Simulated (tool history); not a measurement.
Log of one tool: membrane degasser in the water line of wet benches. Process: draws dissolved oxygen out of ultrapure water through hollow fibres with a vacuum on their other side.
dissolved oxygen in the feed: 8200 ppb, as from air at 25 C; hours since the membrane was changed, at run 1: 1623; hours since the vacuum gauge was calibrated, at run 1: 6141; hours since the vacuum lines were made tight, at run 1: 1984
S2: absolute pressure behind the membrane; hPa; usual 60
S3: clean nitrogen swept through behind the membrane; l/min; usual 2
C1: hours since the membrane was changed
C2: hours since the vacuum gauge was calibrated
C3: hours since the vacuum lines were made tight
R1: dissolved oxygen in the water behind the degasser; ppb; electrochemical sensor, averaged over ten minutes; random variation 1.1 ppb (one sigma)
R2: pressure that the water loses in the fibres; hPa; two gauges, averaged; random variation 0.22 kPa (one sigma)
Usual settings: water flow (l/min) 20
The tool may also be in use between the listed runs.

run 1 hour=0 | water_flow_(l/min)=20 S2=60 S3=2 | C1=1623 C2=6141 C3=1984 | R1=109.1 R2=553.7
run 2 hour=116.4 | water_flow_(l/min)=20 S2=60 S3=2 | C1=1739 C2=6258 C3=2101 | R1=108.1 R2=557
run 3 hour=180 | water_flow_(l/min)=20 S2=60 S3=2 | C1=1803 C2=6321 C3=2164 | R1=108.8 R2=553.2
run 4 hour=266 | water_flow_(l/min)=20 S2=60 S3=2 | C1=1889 C2=6407 C3=2250 | R1=109.3 R2=553.1
run 5 hour=326.6 | water_flow_(l/min)=20 S2=60 S3=2 | C1=1949 C2=6468 C3=2311 | R1=110.1 R2=555.1
run 6 hour=401.5 | water_flow_(l/min)=28 S2=60 S3=2 | C1=2024 C2=6543 C3=2386 | R1=193.3 R2=778.8
run 7 hour=520.3 | water_flow_(l/min)=28 S2=60 S3=2 | C1=2143 C2=6661 C3=2505 | R1=190.1 R2=770.6
run 8 hour=599.2 | water_flow_(l/min)=20 S2=60 S3=2 | C1=2222 C2=6740 C3=2584 | R1=109.3 R2=553.4
run 9 hour=713 | water_flow_(l/min)=20 S2=60 S3=2 | C1=2336 C2=6854 C3=2697 | R1=108 R2=553
-- hour=767.8 vacuum gauge calibrated
run 10 hour=818.6 | water_flow_(l/min)=20 S2=60 S3=2 | C1=2441 C2=51 C3=2803 | R1=108.3 R2=547.8
run 11 hour=952.1 | water_flow_(l/min)=20 S2=60 S3=2 | C1=2575 C2=184 C3=2936 | R1=111.5 R2=551.8
run 12 hour=1063 | water_flow_(l/min)=20 S2=60 S3=2 | C1=2685 C2=295 C3=3047 | R1=109 R2=547.1
run 13 hour=1197 | water_flow_(l/min)=20 S2=60 S3=2 | C1=2819 C2=429 C3=3181 | R1=108.7 R2=552.6
run 14 hour=1283.9 | water_flow_(l/min)=20 S2=60 S3=2 | C1=2906 C2=516 C3=3268 | R1=108.7 R2=547
run 15 hour=1402.3 | water_flow_(l/min)=20 S2=60 S3=2 | C1=3025 C2=634 C3=3386 | R1=108.7 R2=548.4
run 16 hour=1482.5 | water_flow_(l/min)=22 S2=60 S3=2 | C1=3105 C2=715 C3=3466 | R1=129.5 R2=604.1
run 17 hour=1538.8 | water_flow_(l/min)=22 S2=60 S3=2 | C1=3161 C2=771 C3=3523 | R1=130.5 R2=603.6
run 18 hour=1596.7 | water_flow_(l/min)=28 S2=118.8 S3=2 | C1=3219 C2=829 C3=3581 | R1=374.8 R2=765.8
run 19 hour=1691.2 | water_flow_(l/min)=28 S2=136.4 S3=1.18 | C1=3314 C2=923 C3=3675 | R1=607.1 R2=760.5
run 20 hour=1807.9 | water_flow_(l/min)=22 S2=130.9 S3=2.92 | C1=3430 C2=1040 C3=3792 | R1=231.2 R2=600.4
run 21 hour=1916.8 | water_flow_(l/min)=22 S2=127.5 S3=4.77 | C1=3539 C2=1149 C3=3901 | R1=164.8 R2=605.3
run 22 hour=2022.9 | water_flow_(l/min)=22 S2=133.7 S3=1.51 | C1=3645 C2=1255 C3=4007 | R1=387.8 R2=599.4
run 23 hour=2155.6 | water_flow_(l/min)=28 S2=65.8 S3=4.67 | C1=3778 C2=1388 C3=4139 | R1=154.1 R2=759.6
run 24 hour=2255.8 | water_flow_(l/min)=28 S2=53.6 S3=4.67 | C1=3878 C2=1488 C3=4240 | R1=137.3 R2=759.5
run 25 hour=2327.8 | water_flow_(l/min)=29 S2=53.6 S3=4.67 | C1=3950 C2=1560 C3=4312 | R1=146.4 R2=784.6
run 26 hour=2439.7 | water_flow_(l/min)=14 S2=65.2 S3=4.48 | C1=4062 C2=1672 C3=4424 | R1=40.2 R2=379.3
run 27 hour=2558.3 | water_flow_(l/min)=19 S2=63.2 S3=4.59 | C1=4181 C2=1790 C3=4542 | R1=68.9 R2=515.1
run 28 hour=2677.8 | water_flow_(l/min)=19 S2=145.5 S3=1.49 | C1=4300 C2=1910 C3=4662 | R1=358.9 R2=513.1
-- hour=2709 gauge calibrated
run 29 hour=2812.4 | water_flow_(l/min)=24 S2=37.7 S3=5.49 | C1=4435 C2=2045 C3=4796 | R1=76.9 R2=666.2
run 30 hour=2877.2 | water_flow_(l/min)=20 S2=109.8 S3=1.82 | C1=4500 C2=2109 C3=4861 | R1=237.5 R2=550.9
run 31 hour=2945.2 | water_flow_(l/min)=20 S2=109.8 S3=1.82 | C1=4568 C2=2177 C3=4929 | R1=236.5 R2=552.9
run 32 hour=3045.7 | water_flow_(l/min)=20 S2=109.8 S3=1.82 | C1=4668 C2=2278 C3=5030 | R1=243 R2=551.9

Measured less the same run without the tool's hidden state. The same run-to-run variation is in both; the gauge's scatter may not be:
The hidden state here: membrane still open, %; true pressure behind the membrane over the reading, kPa; air that leaks in behind the membrane, l/min; drift of the gauge itself on oxygen_ppb, %; drift of the gauge itself on loss_of_pressure_kpa, %.
run=1 R2=+0
run=2 R2=-0.5
run=3 R2=-0.9
run=4 R2=-1.4
run=5 R2=-1.7
run=6 R2=-2.9
run=7 R2=-3.7
run=8 R2=-3.1
run=9 R2=-3.7
run=10 R2=-4.2
run=11 R2=-5
run=12 R2=-5.5
run=13 R2=-6.3
run=14 R2=-6.6
run=15 R2=-7.3
run=16 R2=-8.5
run=17 R2=-8.9
run=18 R2=-11.6
run=19 R2=-12.3
run=20 R2=-10.4
run=21 R2=-11
run=22 R2=-11.6
run=23 R2=-15.7
run=24 R2=-16.5
run=25 R2=-17.5
run=26 R2=-8.9
run=27 R2=-12.7
run=28 R2=-13.3
run=29 R2=-0.5
run=30 R2=-0.7
run=31 R2=-1.1
run=32 R2=-1.7
R1: within 0.2 ppb of the measured result in every run.

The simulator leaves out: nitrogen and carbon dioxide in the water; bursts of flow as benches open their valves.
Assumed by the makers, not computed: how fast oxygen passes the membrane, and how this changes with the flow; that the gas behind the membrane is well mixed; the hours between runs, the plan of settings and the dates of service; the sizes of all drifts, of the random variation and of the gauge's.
